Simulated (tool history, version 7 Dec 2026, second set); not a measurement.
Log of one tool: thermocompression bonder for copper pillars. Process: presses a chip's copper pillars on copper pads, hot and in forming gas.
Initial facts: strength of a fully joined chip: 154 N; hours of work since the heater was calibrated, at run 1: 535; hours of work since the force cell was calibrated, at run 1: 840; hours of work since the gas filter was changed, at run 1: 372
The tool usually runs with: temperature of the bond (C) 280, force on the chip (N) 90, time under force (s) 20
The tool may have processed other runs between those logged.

run    hour  temperature of the bond (C)  force on the chip (N)  time under force (s)  hours of work since the heater was calibrated  hours of work since the force cell was calibrated  hours of work since the gas filter was changed  force that shears a chip off (N)
  1     0.0                          280                     90                    20                                            535                                                840                                             372                              89.1
  2    29.1                          280                     90                    20                                            555                                                861                                             393                              88.7
       47.0  -- forming gas filter changed
  3    56.8                          280                     90                    20                                            575                                                880                                               7                              93.0
  4   100.7                          280                     90                    20                                            606                                                911                                              38                              93.1
  5   125.8                          280                     90                    20                                            624                                                929                                              56                              92.5
  6   159.3                          301                     90                    20                                            647                                                953                                              80                             112.3
  7   186.8                          301                     90                    20                                            667                                                972                                              99                             112.8
  8   211.2                          301                     90                    20                                            684                                                990                                             117                             112.1
  9   238.8                          280                     90                    20                                            704                                               1009                                             136                              90.8
 10   260.4                          280                     90                    21                                            719                                               1025                                             151                              91.5
 11   305.2                          280                     90                    21                                            751                                               1056                                             183                              92.5
 12   348.3                          280                     90                    21                                            781                                               1087                                             214                              90.6
 13   373.3                          280                     90                    20                                            799                                               1105                                             232                              92.3
 14   398.3                          280                    123                    20                                            817                                               1122                                             249                             112.0
 15   417.8                          280                    123                    20                                            831                                               1136                                             263                             111.3
 16   437.1                          250                     90                    20                                            844                                               1150                                             277                              60.1
 17   462.7                          280                     90                    10                                            863                                               1168                                             295                              70.1
      469.1  -- heater calibrated with a thermocouple chip
      478.0  -- force cell calibrated
 18   500.4                          280                     90                    10                                             21                                                 16                                             319                              80.1
 19   525.6                          280                     90                    10                                             39                                                 34                                             337                              80.3
 20   550.2                          280                    119                    10                                             57                                                 51                                             355                             101.4
 21   587.1                          280                    119                    10                                             83                                                 77                                             381                             101.1
      620.2  -- forming gas filter changed
 22   629.7                          280                    125                    28                                            113                                                107                                               7                             134.8
      657.1  -- heater calibrated with a thermocouple chip, once more
 23   663.8                          280                     58                    17                                              5                                                130                                              30                              58.5
 24   690.1                          278                     58                    18                                             23                                                149                                              48                              57.8
 25   712.4                          278                     58                    18                                             39                                                165                                              64                              58.0
 26   733.2                          278                     58                    18                                             54                                                179                                              79                              57.9
 27   777.6                          278                     68                    18                                             86                                                211                                             110                              68.5
 28   808.9                          280                     80                    32                                            108                                                233                                             133                              97.4
 29   832.8                          282                     90                    20                                            125                                                250                                             149                              94.5
 30   878.5                          282                    125                    22                                            157                                                282                                             182                             121.5
 31   903.0                          282                    125                    22                                            174                                                300                                             199                             121.3
 32   945.7                          262                     78                    20                                            205                                                330                                             230                              63.0
 33   992.3                          267                     90                    12                                            238                                                363                                             263                              65.8
 34  1033.8                          279                    102                    24                                            267                                                393                                             292                             103.3
 35  1080.0                          279                    102                    24                                            300                                                425                                             325                             104.3
 36  1118.7                          292                     67                    22                                            328                                                453                                             352                              83.1
 37  1158.4                          292                     67                    22                                            356                                                481                                             380                              81.5
 38  1187.1                          292                     67                    22                                            376                                                501                                             401                              82.6
     1191.2  -- forming gas filter changed
 39  1223.7                          269                     67                    22                                            402                                                527                                              23                              64.8

Alternative continuations, all from the tool just after run 39; predict every row:
  A  1266.0                          251                    130                    31                                            432                                                557                                              53                                 ?
  B  1266.0                          262                     70                    31                                            432                                                557                                              53                                 ?
  C  1266.0                          308                     90                    16                                            432                                                557                                              53                                 ?
  D  1266.0                          269                    133                    47                                            432                                                557                                              53                                 ?

run  force that shears a chip off (N)
  A                             101.0
  B                              67.7
  C                             119.3
  D                             133.4
What these runs would have given with no unlogged condition in the tool:
run  force that shears a chip off (N)
  A                             103.0
  B                              69.5
  C                             121.9
  D                             135.4
